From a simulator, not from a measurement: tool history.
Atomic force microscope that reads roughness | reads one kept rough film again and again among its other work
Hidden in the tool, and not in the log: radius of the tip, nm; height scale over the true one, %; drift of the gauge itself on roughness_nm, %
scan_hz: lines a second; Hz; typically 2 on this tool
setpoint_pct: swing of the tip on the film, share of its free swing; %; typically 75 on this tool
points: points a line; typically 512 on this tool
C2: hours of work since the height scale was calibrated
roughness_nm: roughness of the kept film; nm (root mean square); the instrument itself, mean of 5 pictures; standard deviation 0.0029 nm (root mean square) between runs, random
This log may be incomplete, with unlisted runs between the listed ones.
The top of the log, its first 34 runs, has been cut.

run 35 day=9.275 | scan_hz=0.52 setpoint_pct=77 points=426 | pictures_with_this_tip=23 C2=301 | roughness_nm=1.42
run 36 day=9.475 | scan_hz=0.52 setpoint_pct=77 points=426 | pictures_with_this_tip=31 C2=305 | roughness_nm=1.422
run 37 day=9.725 | scan_hz=0.52 setpoint_pct=77 points=426 | pictures_with_this_tip=41 C2=309 | roughness_nm=1.415
run 38 day=9.979 | scan_hz=2 setpoint_pct=57 points=466 | pictures_with_this_tip=51 C2=313 | roughness_nm=1.418
run 39 day=10.204 | scan_hz=1.81 setpoint_pct=57 points=408 | pictures_with_this_tip=60 C2=317 | roughness_nm=1.417
run 40 day=10.367 | scan_hz=1.24 setpoint_pct=68 points=700 | pictures_with_this_tip=67 C2=319 | roughness_nm=1.4
run 41 day=10.575 | scan_hz=1.26 setpoint_pct=69 points=444 | pictures_with_this_tip=75 C2=323 | roughness_nm=1.394
run 42 day=10.817 | scan_hz=1.26 setpoint_pct=69 points=444 | pictures_with_this_tip=85 C2=327 | roughness_nm=1.399
run 43 day=11.15 | scan_hz=2 setpoint_pct=73 points=579 | pictures_with_this_tip=98 C2=332 | roughness_nm=1.344
run 44 day=11.458 | scan_hz=1.26 setpoint_pct=75 points=767 | pictures_with_this_tip=110 C2=337 | roughness_nm=1.372
run 45 day=11.729 | scan_hz=1.38 setpoint_pct=85 points=510 | pictures_with_this_tip=121 C2=342 | roughness_nm=1.319
run 46 day=12.112 | scan_hz=1.92 setpoint_pct=90 points=762 | pictures_with_this_tip=137 C2=348 | roughness_nm=1.229
run 47 day=12.471 | scan_hz=2.42 setpoint_pct=72 points=762 | pictures_with_this_tip=151 C2=354 | roughness_nm=1.325
run 48 day=12.788 | scan_hz=2.42 setpoint_pct=72 points=762 | pictures_with_this_tip=164 C2=359 | roughness_nm=1.321
run 49 day=12.983 | scan_hz=2.42 setpoint_pct=72 points=762 | pictures_with_this_tip=172 C2=363 | roughness_nm=1.323
run 50 day=13.221 | scan_hz=3.59 setpoint_pct=61 points=307 | pictures_with_this_tip=181 C2=367 | roughness_nm=1.351
run 51 day=13.579 | scan_hz=3.29 setpoint_pct=61 points=964 | pictures_with_this_tip=195 C2=373 | roughness_nm=1.355
run 52 day=13.95 | scan_hz=3.83 setpoint_pct=77 points=738 | pictures_with_this_tip=210 C2=379 | roughness_nm=1.211

Run 53 is up next; what results do you expect?
run 53 day=14.192 | scan_hz=2.76 setpoint_pct=64 points=738 | pictures_with_this_tip=220 C2=383 | roughness_nm=?

roughness_nm: 1.353 nm (root mean square)
Take away the tool's hidden state, keep the run-to-run variation as it was, and the same run would have given roughness_nm 1.37 nm (root mean square).
